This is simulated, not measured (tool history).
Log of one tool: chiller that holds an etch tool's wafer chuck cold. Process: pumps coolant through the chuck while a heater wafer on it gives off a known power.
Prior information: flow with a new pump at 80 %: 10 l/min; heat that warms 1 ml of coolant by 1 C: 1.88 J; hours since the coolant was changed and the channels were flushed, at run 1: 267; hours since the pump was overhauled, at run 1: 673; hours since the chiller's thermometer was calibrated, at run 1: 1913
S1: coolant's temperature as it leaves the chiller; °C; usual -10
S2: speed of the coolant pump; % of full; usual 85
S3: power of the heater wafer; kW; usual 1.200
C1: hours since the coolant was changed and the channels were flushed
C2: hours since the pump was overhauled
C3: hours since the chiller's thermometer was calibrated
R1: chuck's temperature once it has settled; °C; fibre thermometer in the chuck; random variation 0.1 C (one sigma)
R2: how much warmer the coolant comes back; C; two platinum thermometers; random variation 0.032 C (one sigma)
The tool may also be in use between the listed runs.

run 1 hour=0.0 | S1=-10 S2=85 S3=1.200 | C1=267 C2=673 C3=1913 | R1=-1.4 R2=3.65
run 2 hour=60.3 | S1=-10 S2=85 S3=1.200 | C1=327 C2=733 C3=1974 | R1=-1.4 R2=3.67
run 3 hour=140.1 | S1=-10 S2=85 S3=1.200 | C1=407 C2=813 C3=2053 | R1=-1.3 R2=3.68
run 4 hour=191.9 | S1=-10 S2=85 S3=1.200 | C1=459 C2=865 C3=2105 | R1=-1.1 R2=3.67
-- hour=196.8 chiller's thermometer calibrated
run 5 hour=269.3 | S1=-10 S2=85 S3=1.200 | C1=535 C2=941 C3=73 | R1=-1.0 R2=3.69
run 6 hour=328.8 | S1=-10 S2=74 S3=1.430 | C1=595 C2=1001 C3=132 | R1=1.8 R2=5.19
run 7 hour=408.0 | S1=-1 S2=85 S3=0.779 | C1=674 C2=1080 C3=211 | R1=5.1 R2=2.42
run 8 hour=478.0 | S1=-8 S2=85 S3=0.779 | C1=744 C2=1150 C3=281 | R1=-2.0 R2=2.42
run 9 hour=524.3 | S1=-8 S2=85 S3=0.779 | C1=790 C2=1196 C3=328 | R1=-1.7 R2=2.46
run 10 hour=606.9 | S1=-8 S2=69 S3=1.182 | C1=873 C2=1279 C3=410 | R1=2.6 R2=4.63

Each row is a separate what-if for the run after 10, all from the same tool condition, not one after another. Results?
-- hour=659.4 chiller's thermometer calibrated, once more
run A hour=659.4 | S1=-10 S2=64 S3=0.612 | C1=924 C2=1330 C3=0 | R1=? R2=?
-- hour=659.4 chiller's thermometer calibrated, once more
run B hour=659.4 | S1=-10 S2=69 S3=1.631 | C1=924 C2=1330 C3=0 | R1=? R2=?
-- hour=659.4 chiller's thermometer calibrated, once more
run C hour=659.4 | S1=-10 S2=69 S3=1.182 | C1=924 C2=1330 C3=0 | R1=? R2=?
-- hour=659.4 chiller's thermometer calibrated, once more
run D hour=659.4 | S1=-12 S2=85 S3=1.107 | C1=924 C2=1330 C3=0 | R1=? R2=?
-- hour=659.4 chiller's thermometer calibrated, once more
run E hour=659.4 | S1=-2 S2=83 S3=0.745 | C1=924 C2=1330 C3=0 | R1=? R2=?

run=A R1=-4.7 R2=2.66
run=B R1=3.5 R2=6.41
run=C R1=-0.1 R2=4.71
run=D R1=-4.2 R2=3.44
run=E R1=3.2 R2=2.40
Stripped of hidden state, with their random variation kept, the same runs would have yielded:
run=A R1=-4.9 R2=2.54
run=B R1=2.8 R2=6.12
run=C R1=-0.6 R2=4.50
run=D R1=-4.5 R2=3.29
run=E R1=3.0 R2=2.29
